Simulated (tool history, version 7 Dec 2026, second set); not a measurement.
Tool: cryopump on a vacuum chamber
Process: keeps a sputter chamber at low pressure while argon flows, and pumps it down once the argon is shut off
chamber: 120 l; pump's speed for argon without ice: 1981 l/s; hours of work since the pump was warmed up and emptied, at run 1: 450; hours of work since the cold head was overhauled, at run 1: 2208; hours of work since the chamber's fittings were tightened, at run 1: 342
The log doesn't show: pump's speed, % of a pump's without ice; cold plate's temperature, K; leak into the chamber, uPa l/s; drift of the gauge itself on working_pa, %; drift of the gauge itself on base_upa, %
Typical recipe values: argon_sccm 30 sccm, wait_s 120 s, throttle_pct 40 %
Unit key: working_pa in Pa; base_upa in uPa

run    hour  argon_sccm  wait_s  throttle_pct  hours of work since the pump was warmed up and emptied  hours of work since the cold head was overhauled  hours of work since the chamber's fittings were tightened  working_pa  base_upa
  1       0          30     120            40                                                     450                                              2208                                                        342      0.0673      1.13
  2      70          30     120            40                                                     490                                              2249                                                        382      0.0676      1.21
  3   155.8          30     120            40                                                     539                                              2298                                                        431      0.0677      1.34
  4   260.9          30     120            40                                                     599                                              2358                                                        491      0.0673      1.38
  5   314.3          30     120            40                                                     630                                              2388                                                        521      0.0688      1.47
  6   431.7          30     120            40                                                     697                                              2455                                                        588      0.0689      1.62
  7   497.7          30     120            40                                                     735                                              2493                                                        626      0.0694      1.67
  8   586.5          30     120            40                                                     786                                              2544                                                        677      0.0701      1.74
      676.2  -- pump warmed up, emptied and cooled again
  9   720.6          30     134            40                                                      25                                              2618                                                        751      0.0655      1.55
 10     804          30     134            40                                                      73                                              2665                                                        798      0.0655      1.65
 11   861.9          30     120            40                                                     106                                              2698                                                        831      0.0648      1.75
 12   916.4          30     120            21                                                     137                                              2730                                                        863       0.122      1.88
 13  1018.2          30      23            40                                                     196                                              2788                                                        921      0.0656      3.81
 14  1100.9          36      65            24                                                     243                                              2835                                                        968      0.1301      2.39
 15  1185.6          58     197            34                                                     291                                              2883                                                       1017      0.1498      1.88
 16    1283          30      93            53                                                     347                                              2939                                                       1072      0.0506      2.35
 17  1379.1          30      93            53                                                     402                                              2994                                                       1127      0.0522      2.51
 18  1468.5          30      93            53                                                     453                                              3045                                                       1178      0.0517       2.7
 19  1561.6          19     261            35                                                     506                                              3099                                                       1232      0.0487      2.27
 20  1628.3          19      46            38                                                     544                                              3137                                                       1270      0.0461      3.43

What does the tool deliver on the next run?
 21  1725.9          20     176            55                                                     600                                              3192                                                       1325           ?         ?

Logged for run 21: working_pa 0.0341 Pa, base_upa 2.68 uPa.
Had the tool carried no hidden state, the very same run would have given working_pa 0.0312 Pa, base_upa 0.5 uPa.
